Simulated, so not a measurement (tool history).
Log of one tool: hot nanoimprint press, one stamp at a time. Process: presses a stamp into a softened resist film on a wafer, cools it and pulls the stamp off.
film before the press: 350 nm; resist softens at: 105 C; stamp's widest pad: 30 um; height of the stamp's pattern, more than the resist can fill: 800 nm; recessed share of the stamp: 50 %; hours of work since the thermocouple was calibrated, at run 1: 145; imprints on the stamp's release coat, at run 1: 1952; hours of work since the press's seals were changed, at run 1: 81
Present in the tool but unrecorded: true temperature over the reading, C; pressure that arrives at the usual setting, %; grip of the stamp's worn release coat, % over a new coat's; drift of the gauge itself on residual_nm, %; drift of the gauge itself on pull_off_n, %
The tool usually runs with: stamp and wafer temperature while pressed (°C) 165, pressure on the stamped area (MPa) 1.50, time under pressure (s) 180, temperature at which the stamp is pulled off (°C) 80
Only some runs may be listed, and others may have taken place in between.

run	hour	stamp and wafer temperature while pressed (°C)	pressure on the stamped area (MPa)	time under pressure (s)	temperature at which the stamp is pulled off (°C)	hours of work since the thermocouple was calibrated	imprints on the stamp's release coat	hours of work since the press's seals were changed	resist left under the stamp's widest pad (angstrom)	greatest force while the stamp is pulled off (N)
1	0.0	165	1.50	180	80	145	1952	81	1238	256
2	8.6	165	1.50	180	80	149	1975	84	1239	272
3	18.5	165	1.50	180	80	153	2001	88	1242	261
4	26.6	174	1.50	180	80	156	2023	91	877	258
5	33.4	174	1.50	180	80	159	2041	94	880	270
6	43.7	174	1.50	180	80	163	2068	98	875	270
7	58.7	161	1.50	180	80	169	2107	104	1461	268
8	65.0	161	1.50	180	80	171	2124	107	1464	273
9	73.6	174	1.50	180	80	175	2147	110	877	274
10	88.7	174	1.50	180	80	181	2187	116	877	274
# hour 102.6: stamp cleaned and given a new release coat
11	107.8	166	1.50	180	80	186	13	122	1205	176
12	115.7	166	1.50	180	80	189	34	125	1199	190
13	122.7	166	1.50	180	80	192	53	127	1199	187
14	136.3	165	1.50	180	80	198	89	133	1253	183
15	144.3	165	1.50	180	78	201	110	136	1249	189
16	151.7	165	1.50	180	78	204	129	139	1254	199
17	161.4	162	1.02	232	85	208	155	143	1500	171
18	175.7	165	1.02	340	75	213	193	149	1135	204
19	187.3	163	1.02	148	75	218	223	153	1722	197
20	195.0	175	1.50	232	80	221	244	156	756	190
21	203.9	154	0.92	180	78	225	267	160	2296	195
22	210.3	154	0.92	180	78	227	284	163	2284	198
23	216.5	174	1.50	184	80	230	301	165	873	198
24	224.4	163	1.03	94	79	233	321	168	2015	196
25	238.7	163	1.04	133	72	239	359	174	1782	221
26	247.6	163	0.95	288	81	242	383	177	1368	191
27	259.0	165	1.50	180	84	247	413	182	1261	183
28	273.1	154	1.50	311	84	252	450	188	1595	176
29	281.1	165	1.50	180	78	256	471	191	1259	202
30	294.9	165	1.50	180	73	261	508	196	1257	224
31	301.5	167	1.30	338	84	264	525	199	940	184

Consider 3 possible next runs. They are alternatives, not a sequence: every one starts from the tool as it was left by run 31. What does each give?
A	312.3	153	1.30	338	83	268	554	203	?	?
B	312.3	167	1.30	224	84	268	554	203	?	?
C	312.3	165	1.50	122	71	268	554	203	?	?

run	resist left under the stamp's widest pad (angstrom)	greatest force while the stamp is pulled off (N)
A	1711	190
B	1129	186
C	1482	238
What these runs would have given with no unlogged condition in the tool:
run	resist left under the stamp's widest pad (angstrom)	greatest force while the stamp is pulled off (N)
A	1664	166
B	1099	163
C	1444	209
